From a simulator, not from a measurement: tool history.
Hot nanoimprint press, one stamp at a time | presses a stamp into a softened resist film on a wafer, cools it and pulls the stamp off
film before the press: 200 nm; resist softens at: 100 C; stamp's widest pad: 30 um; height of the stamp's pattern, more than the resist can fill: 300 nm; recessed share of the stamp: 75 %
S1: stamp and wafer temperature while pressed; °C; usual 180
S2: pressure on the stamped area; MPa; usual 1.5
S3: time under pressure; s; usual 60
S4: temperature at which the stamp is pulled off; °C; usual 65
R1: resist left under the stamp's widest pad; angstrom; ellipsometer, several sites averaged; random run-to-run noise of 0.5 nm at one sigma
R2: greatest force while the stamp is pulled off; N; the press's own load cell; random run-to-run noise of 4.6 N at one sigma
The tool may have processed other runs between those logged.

run	day	S1	S2	S3	S4	R1	R2
1	0	180	1.5	60	65	1171	224
2	0.833	180	1.5	60	65	1174	226
# day 1.167: stamp cleaned and given a new release coat
# day 1.7: plate thermocouple calibrated
3	1.954	180	1.5	60	69	1177	197
4	2.804	180	1.22	60	69	1262	203
5	3.438	180	1.22	60	69	1268	205
6	4.325	180	1.22	60	69	1260	200
7	4.767	180	1.22	60	69	1254	203
8	5.475	180	1.22	60	69	1250	206
9	6.317	180	1.54	60	65	1152	222
10	7.075	180	1.54	60	64	1150	224
11	8.088	180	1.54	60	64	1147	229
12	8.8	180	1.54	60	64	1150	233
13	9.525	180	1.54	60	64	1155	223
14	10.417	178	1.5	60	65	1212	225
15	10.862	178	1.5	60	55	1210	275
16	11.404	186	1.5	60	53	989	285
17	11.842	186	1.5	60	53	992	277
18	12.592	177	1.5	33	53	1452	286
19	13.375	187	1.18	48	50	1140	296
20	14.046	182	1.66	43	57	1175	261
21	14.662	180	1.5	55	65	1179	228
22	15.479	180	1.5	55	61	1177	241
23	16.004	180	1.5	55	61	1167	240
24	16.525	191	1.58	60	53	840	278
25	17.117	180	1.15	36	65	1430	226
26	17.688	179	1.58	60	64	1152	223
27	18.125	180	1.5	58	69	1162	212
# day 18.967: gauge calibrated
28	19.133	180	1.5	58	69	1189	201
29	20.108	191	1.5	73	72	815	187

For each run, the measured value with the value that run would have given without the tool's hidden condition subtracted. The run-to-run variation is shared by both, the gauge scatter possibly not:
Hidden state present: true temperature over the reading, C; pressure that arrives at the usual setting, %; grip of the stamp's worn release coat, % over a new coat's; drift of the gauge itself on residual_nm, %; drift of the gauge itself on pull_off_n, %.
run	R1
1	+1
2	-1
3	-3
4	-5
5	-6
6	-7
7	-8
8	-10
9	-10
10	-12
11	-14
12	-15
13	-16
14	-19
15	-19
16	-16
17	-17
18	-27
19	-23
20	-25
21	-26
22	-28
23	-29
24	-21
25	-38
26	-31
27	-32
28	+0
29	-1
For R2, the value without the hidden state is never more than 4 N from the measured value.
